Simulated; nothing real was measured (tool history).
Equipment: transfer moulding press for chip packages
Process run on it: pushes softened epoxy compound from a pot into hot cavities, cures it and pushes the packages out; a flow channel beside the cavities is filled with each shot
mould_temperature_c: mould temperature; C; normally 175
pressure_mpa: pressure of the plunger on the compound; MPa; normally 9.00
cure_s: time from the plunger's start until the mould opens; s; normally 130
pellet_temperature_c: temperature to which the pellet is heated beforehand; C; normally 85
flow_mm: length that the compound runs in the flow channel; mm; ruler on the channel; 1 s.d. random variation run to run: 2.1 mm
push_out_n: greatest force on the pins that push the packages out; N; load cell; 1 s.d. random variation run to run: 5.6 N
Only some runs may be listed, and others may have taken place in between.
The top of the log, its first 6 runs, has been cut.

run,hour,mould_temperature_c,pressure_mpa,cure_s,pellet_temperature_c,incoming compound's hours out of the cold store,flow_mm,push_out_n
7,107.8,175,9.00,130,89,39.5,476,222
8,119.7,175,9.00,130,95,32.2,487,230
9,132.8,175,9.00,130,94,33.9,481,247
10,143.2,177,9.00,130,94,40.0,468,244
11,164.3,177,9.00,130,94,40.9,467,263
# hour 171.1: cavities cleaned with cleaning compound and waxed
12,179.6,177,9.00,130,94,13.3,518,206
13,194.8,177,9.00,130,94,32.2,481,224
# hour 207.1: plunger's sealing rings changed
14,208.6,177,9.00,130,94,46.7,474,236
15,228.5,177,9.00,130,94,29.8,503,244
16,244.6,181,8.25,113,78,42.4,451,265
# hour 261.4: cavities cleaned with cleaning compound and waxed
17,261.4,181,9.39,113,87,12.9,540,191
18,277.3,175,9.00,166,76,46.8,474,203
19,291.8,182,8.32,142,83,32.5,466,222
20,301.1,171,9.00,117,91,44.4,485,300
21,322.9,170,9.00,112,81,23.8,526,399
22,334.9,175,9.93,130,85,25.8,535,267
23,345.6,175,9.00,130,77,47.6,469,280
# hour 349.1: cavities cleaned with cleaning compound and waxed
24,365.6,173,10.51,156,94,25.6,559,202
25,376.6,178,8.61,130,81,29.0,486,216
26,395.0,174,9.32,122,89,38.7,491,248
27,412.1,181,7.36,130,85,34.7,434,245
28,429.7,180,9.33,150,76,41.1,477,250
# hour 437.5: cavities cleaned with cleaning compound and waxed
29,448.2,175,9.71,142,85,11.2,559,206
30,460.5,172,8.30,165,91,17.3,503,207

Below are 3 alternative next runs, each starting from the tool's condition after run 30. Predict each:
A,470.1,172,8.30,164,91,40.7,?,?
B,470.1,172,10.48,123,91,20.6,?,?
C,470.1,175,10.24,130,85,31.2,?,?

run,flow_mm,push_out_n
A,463,223
B,559,277
C,527,241
With no hidden state in the tool, these same runs would have given:
run,flow_mm,push_out_n
A,476,181
B,575,231
C,542,198

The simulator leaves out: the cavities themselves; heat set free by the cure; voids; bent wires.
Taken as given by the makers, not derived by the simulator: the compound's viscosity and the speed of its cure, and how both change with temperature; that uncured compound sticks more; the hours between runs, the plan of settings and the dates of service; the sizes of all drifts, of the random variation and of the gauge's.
